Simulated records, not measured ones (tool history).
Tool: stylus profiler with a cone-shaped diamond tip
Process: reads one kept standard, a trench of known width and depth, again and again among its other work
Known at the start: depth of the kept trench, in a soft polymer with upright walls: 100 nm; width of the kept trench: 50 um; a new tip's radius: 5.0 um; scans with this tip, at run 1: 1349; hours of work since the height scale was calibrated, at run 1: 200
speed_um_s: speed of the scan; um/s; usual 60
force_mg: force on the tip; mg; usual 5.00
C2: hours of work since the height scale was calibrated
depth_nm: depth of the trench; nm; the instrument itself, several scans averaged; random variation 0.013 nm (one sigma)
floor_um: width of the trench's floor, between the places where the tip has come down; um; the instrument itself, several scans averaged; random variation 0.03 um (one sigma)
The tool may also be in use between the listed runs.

run 1 hour=0.0 | speed_um_s=60 force_mg=5.00 | scans_with_this_tip=1349 C2=200 | depth_nm=101.18 floor_um=47.80
run 2 hour=27.4 | speed_um_s=60 force_mg=5.00 | scans_with_this_tip=1429 C2=212 | depth_nm=101.19 floor_um=47.72
run 3 hour=72.8 | speed_um_s=60 force_mg=3.27 | scans_with_this_tip=1561 C2=232 | depth_nm=100.93 floor_um=47.73
run 4 hour=113.6 | speed_um_s=60 force_mg=3.27 | scans_with_this_tip=1681 C2=249 | depth_nm=100.93 floor_um=47.69
run 5 hour=138.8 | speed_um_s=60 force_mg=5.00 | scans_with_this_tip=1754 C2=260 | depth_nm=101.24 floor_um=47.68
run 6 hour=162.4 | speed_um_s=60 force_mg=5.00 | scans_with_this_tip=1823 C2=270 | depth_nm=101.21 floor_um=47.72
-- hour=167.4 height scale calibrated on a step standard
run 7 hour=188.5 | speed_um_s=21 force_mg=2.43 | scans_with_this_tip=1898 C2=9 | depth_nm=100.78 floor_um=47.74
run 8 hour=232.5 | speed_um_s=60 force_mg=1.73 | scans_with_this_tip=2026 C2=28 | depth_nm=100.64 floor_um=47.66
run 9 hour=270.0 | speed_um_s=60 force_mg=1.73 | scans_with_this_tip=2135 C2=44 | depth_nm=100.67 floor_um=47.60
run 10 hour=312.4 | speed_um_s=38 force_mg=9.93 | scans_with_this_tip=2259 C2=63 | depth_nm=101.90 floor_um=47.70
run 11 hour=343.5 | speed_um_s=51 force_mg=1.76 | scans_with_this_tip=2350 C2=76 | depth_nm=100.70 floor_um=47.65
run 12 hour=366.5 | speed_um_s=51 force_mg=1.76 | scans_with_this_tip=2417 C2=86 | depth_nm=100.68 floor_um=47.63

5 ways to go on from here, each from the tool as it stands after run 12. What would each give?
run A hour=420.4 | speed_um_s=35 force_mg=5.29 | scans_with_this_tip=2574 C2=109 | depth_nm=? floor_um=?
run B hour=420.4 | speed_um_s=51 force_mg=8.33 | scans_with_this_tip=2574 C2=109 | depth_nm=? floor_um=?
run C hour=420.4 | speed_um_s=155 force_mg=1.76 | scans_with_this_tip=2574 C2=109 | depth_nm=? floor_um=?
run D hour=420.4 | speed_um_s=26 force_mg=1.77 | scans_with_this_tip=2574 C2=109 | depth_nm=? floor_um=?
run E hour=420.4 | speed_um_s=31 force_mg=1.87 | scans_with_this_tip=2574 C2=109 | depth_nm=? floor_um=?

run=A depth_nm=101.29 floor_um=47.66
run=B depth_nm=101.75 floor_um=47.65
run=C depth_nm=100.69 floor_um=47.27
run=D depth_nm=100.70 floor_um=47.74
run=E depth_nm=100.71 floor_um=47.63
Without the tool's hidden state the same runs would have given:
run=A depth_nm=101.17 floor_um=47.94
run=B depth_nm=101.63 floor_um=47.93
run=C depth_nm=100.57 floor_um=47.55
run=D depth_nm=100.58 floor_um=48.02
run=E depth_nm=100.58 floor_um=47.92
